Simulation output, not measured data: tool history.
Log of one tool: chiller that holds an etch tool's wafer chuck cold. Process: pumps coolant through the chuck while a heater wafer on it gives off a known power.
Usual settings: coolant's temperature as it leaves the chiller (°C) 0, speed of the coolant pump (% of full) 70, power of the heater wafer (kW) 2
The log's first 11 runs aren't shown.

run	hour	coolant's temperature as it leaves the chiller (°C)	speed of the coolant pump (% of full)	power of the heater wafer (kW)	hours since the coolant was changed and the channels were flushed	hours since the pump was overhauled	hours since the chiller's thermometer was calibrated	chuck's temperature once it has settled (°C)	how much warmer the coolant comes back (C)
# hour 1308: chiller's thermometer calibrated
12	1379.6	0	70	2	8886	2810	72	22.6	8.41
13	1487.4	2	70	2	8993	2918	179	24.7	8.38
14	1586.9	2	70	2	9093	3018	279	24.8	8.37
15	1691.2	2	70	2	9197	3122	383	24.7	8.44
16	1763.6	2	70	1.166	9270	3194	456	15.6	4.88
17	1900.2	-7	62	1.443	9406	3331	592	10.9	6.83
18	2029.1	-6	88	1.644	9535	3460	721	10.6	5.52
# hour 2072.7: chiller's thermometer calibrated, once more
19	2191.8	8	63	1.644	9697	3622	119	27.7	7.68
# hour 2323.9: coolant changed, channels flushed
20	2332.4	8	63	1.644	9	3756	254	25.4	7.64
21	2486.7	0	66	2	163	3910	408	20.5	8.95
22	2629.7	0	66	2	306	4053	551	20.8	8.99
23	2760	2	66	1.221	436	4184	681	14.5	5.46
24	2833.5	-3	96	1.347	510	4257	755	8	4.19
25	2948.7	-3	90	1.29	625	4372	870	8	4.31
26	3046.2	-3	90	1.29	722	4470	968	7.9	4.31
27	3188.4	-3	90	1.29	865	4612	1110	8.1	4.35
28	3326.3	-3	90	1.29	1002	4750	1248	8.2	4.39
29	3445.4	9	79	1.074	1122	4869	1367	19.1	4.06
30	3512.6	0	69	1.063	1189	4936	1434	10.9	4.57

Forecast each of these 3 alternatives for the next run:
A	3672.5	-1	65	1.81	1349	5096	1594	?	?
B	3672.5	0	70	1.133	1349	5096	1594	?	?
C	3672.5	0	69	2.4	1349	5096	1594	?	?

run	chuck's temperature once it has settled (°C)	how much warmer the coolant comes back (C)
A	18.3	8.33
B	11.5	4.83
C	24.7	10.44
Without the tool's hidden state the same runs would have given:
run	chuck's temperature once it has settled (°C)	how much warmer the coolant comes back (C)
A	17.4	8.07
B	10.9	4.67
C	23.5	10.11

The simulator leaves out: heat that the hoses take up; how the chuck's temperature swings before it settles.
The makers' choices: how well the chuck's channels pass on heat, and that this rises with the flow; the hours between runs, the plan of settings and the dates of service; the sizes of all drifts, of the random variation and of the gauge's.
